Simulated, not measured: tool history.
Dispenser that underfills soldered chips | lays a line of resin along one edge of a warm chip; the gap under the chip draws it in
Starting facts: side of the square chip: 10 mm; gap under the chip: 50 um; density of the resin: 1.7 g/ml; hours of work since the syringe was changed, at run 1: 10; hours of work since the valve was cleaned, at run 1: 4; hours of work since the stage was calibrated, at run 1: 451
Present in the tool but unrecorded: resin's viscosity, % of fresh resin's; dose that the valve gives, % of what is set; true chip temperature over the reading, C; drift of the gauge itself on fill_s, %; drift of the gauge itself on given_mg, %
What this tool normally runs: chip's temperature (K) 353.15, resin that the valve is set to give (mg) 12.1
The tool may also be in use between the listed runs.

run   hour  chip's temperature (K)  resin that the valve is set to give (mg)  hours of work since the syringe was changed  hours of work since the valve was cleaned  hours of work since the stage was calibrated  time until the resin shows at the far edge (s)  resin that the valve gave (mg)
  1      0                  353.15                                      12.1                                           10                                          4                                           451                                              60                            12.1
       3.7  -- new syringe of resin
  2   15.4                  353.15                                      12.1                                            8                                         15                                           462                                            56.6                           11.94
      21.7  -- new syringe of resin
  3   30.4                  355.15                                      12.1                                            6                                         25                                           472                                            48.1                           11.91
      39.3  -- new syringe of resin
  4   39.9                  353.15                                      12.1                                            0                                         32                                           479                                            39.7                           11.83
  5     56                  353.15                                      10.8                                           12                                         43                                           490                                            68.3                           10.31
      57.8  -- new syringe of resin
  6   66.8                  353.15                                      10.8                                            6                                         51                                           498                                              53                           10.39
        75  -- new syringe of resin
        76  -- stage's temperature calibrated
  7     76                  353.15                                      10.8                                            0                                         56                                             0                                            47.4                            10.2
  8   86.3                  353.15                                      12.1                                            7                                         63                                             7                                            63.2                           11.38
      93.7  -- new syringe of resin
  9   97.7                  353.15                                      12.1                                            3                                         71                                            15                                            50.3                           11.36
     111.1  -- new syringe of resin
 10  111.1                  353.15                                      12.1                                            0                                         81                                            25                                            44.5                           11.17
       118  -- dispensing valve cleaned and set on the balance
 11  124.9                  353.15                                      12.1                                            9                                          5                                            34                                            65.8                           12.04
     129.9  -- new syringe of resin
 12    140                  353.15                                      12.1                                            7                                         15                                            44                                            62.2                           12.01
       148  -- new syringe of resin
 13  152.9                  353.15                                      12.1                                            3                                         24                                            53                                            52.7                            11.8
       166  -- new syringe of resin
 14  169.8                  360.15                                      12.1                                            3                                         36                                            65                                            36.6                           11.73
       184  -- new syringe of resin
 15  184.5                  360.15                                      12.2                                            0                                         46                                            75                                            33.2                            11.7
 16  200.6                  360.15                                      12.2                                           12                                         58                                            86                                            55.9                           11.51
     201.7  -- new syringe of resin
 17  209.7                  360.15                                      12.2                                            6                                         64                                            93                                              41                           11.52
     219.5  -- new syringe of resin
 18  219.6                  358.15                                      13.7                                            0                                         71                                           100                                            34.7                           12.86
 19  231.8                  347.15                                      14.2                                            9                                         79                                           108                                            83.1                           13.17
     237.5  -- new syringe of resin
     241.5  -- dispensing valve cleaned and set on the balance
 20  248.9                  353.15                                        15                                            7                                          5                                           119                                            59.3                           14.84
     256.2  -- new syringe of resin
 21  256.6                  353.15                                        15                                            0                                         11                                           125                                            42.8                           14.78
 22  271.7                  353.15                                        15                                           11                                         21                                           135                                            69.7                           14.69
     273.6  -- new syringe of resin
 23    282                  353.15                                        15                                            6                                         28                                           142                                            53.9                           14.64
 24  290.2                  353.15                                      14.3                                           12                                         34                                           148                                            71.7                           13.85
     291.7  -- new syringe of resin
 25  299.6                  360.15                                      13.9                                            6                                         41                                           155                                              39                           13.36
     308.8  -- new syringe of resin
 26  315.9                  366.15                                      14.2                                            5                                         52                                           166                                            30.2                            13.5
     326.1  -- new syringe of resin
 27  331.4                  366.15                                        15                                            4                                         63                                           177                                            28.5                           14.03
     343.6  -- new syringe of resin
 28  345.2                  361.15                                      13.2                                            1                                         72                                           187                                            31.4                           12.23
 29  353.4                  349.15                                      11.4                                            7                                         78                                           192                                            71.7                           10.58
     361.4  -- new syringe of resin
     365.1  -- dispensing valve cleaned and set on the balance
 30  365.3                  343.15                                      13.2                                            2                                          0                                           200                                            71.1                           13.16
 31  374.3                  353.15                                      15.5                                            8                                          7                                           206                                            60.7                           15.31
     380.4  -- new syringe of resin
 32  388.5                  353.15                                      15.5                                            6                                         16                                           216                                            52.3                           15.25
     397.6  -- new syringe of resin
 33  398.5                  341.15                                      10.6                                            1                                         23                                           223                                            75.9                           10.31
 34    412                  347.15                                      11.4                                           10                                         33                                           233                                            89.2                           11.09

Each row is a separate what-if for the run after 34, all from the same tool condition, not one after another. Results?
     415.3  -- new syringe of resin
  A  421.6                  365.15                                      12.5                                            4                                         39                                           239                                               ?                               ?
     415.3  -- new syringe of resin
  B  421.6                  362.15                                      11.4                                            4                                         39                                           239                                               ?                               ?
     415.3  -- new syringe of resin
  C  421.6                  366.15                                      10.8                                            4                                         39                                           239                                               ?                               ?

run  time until the resin shows at the far edge (s)  resin that the valve gave (mg)
  A                                            30.6                           11.99
  B                                            34.9                           10.96
  C                                            30.9                           10.36
With no hidden state in the tool, these same runs would have given:
run  time until the resin shows at the far edge (s)  resin that the valve gave (mg)
  A                                            26.4                           12.49
  B                                              30                           11.42
  C                                            26.5                           10.79
